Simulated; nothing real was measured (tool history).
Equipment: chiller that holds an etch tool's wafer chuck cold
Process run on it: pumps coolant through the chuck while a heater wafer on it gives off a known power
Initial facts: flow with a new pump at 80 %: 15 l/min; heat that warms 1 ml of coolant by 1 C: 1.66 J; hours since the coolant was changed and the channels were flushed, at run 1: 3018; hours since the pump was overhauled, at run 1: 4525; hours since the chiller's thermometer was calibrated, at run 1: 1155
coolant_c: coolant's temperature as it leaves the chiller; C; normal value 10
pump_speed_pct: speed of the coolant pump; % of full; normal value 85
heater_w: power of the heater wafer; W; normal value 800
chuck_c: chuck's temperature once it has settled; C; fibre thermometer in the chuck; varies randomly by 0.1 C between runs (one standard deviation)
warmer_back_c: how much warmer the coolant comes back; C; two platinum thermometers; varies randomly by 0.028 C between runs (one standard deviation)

run	hour	coolant_c	pump_speed_pct	heater_w	hours since the coolant was changed and the channels were flushed	hours since the pump was overhauled	hours since the chiller's thermometer was calibrated	chuck_c	warmer_back_c
1	0.0	10	85	800	3018	4525	1155	22.3	2.23
2	133.0	10	85	800	3151	4658	1288	22.2	2.19
3	214.7	10	85	800	3232	4740	1369	22.6	2.22
4	378.1	10	87	800	3396	4903	1533	22.6	2.14
5	465.6	10	87	800	3483	4991	1620	22.5	2.16
6	612.5	10	85	800	3630	5138	1767	23.0	2.20
# hour 671.1: coolant changed, channels flushed
7	762.1	10	85	800	91	5281	1911	20.4	2.19
8	932.3	10	85	800	261	5451	2081	20.3	2.29
9	1063.7	10	85	800	393	5583	2212	20.5	2.30
10	1176.4	10	85	800	505	5696	2325	20.6	2.27
11	1248.7	10	87	800	578	5768	2397	20.6	2.23
12	1337.2	10	87	800	666	5856	2486	20.5	2.21
# hour 1471.3: coolant pump overhauled
13	1476.3	10	87	800	800	5	2620	19.2	1.78
14	1575.0	2	66	1154	899	104	2719	18.2	3.41
15	1733.6	2	64	1154	1057	262	2877	18.8	3.51
16	1890.8	2	64	1154	1215	419	3034	19.0	3.52
17	2017.8	10	85	737	1342	546	3161	19.2	1.71
18	2185.8	9	85	800	1510	714	3329	19.1	1.89
# hour 2196.5: chiller's thermometer calibrated
19	2287.2	9	86	497	1610	815	91	15.0	1.14

Predict the results of run 20:
20	2434.9	9	86	497	1758	963	238	?	?

{"run 20": {"chuck_c": 14.9, "warmer_back_c": 1.14}}
Take away the tool's hidden state, keep the run-to-run variation as it was, and the same run would have given chuck_c 14.7 C, warmer_back_c 1.10 C.
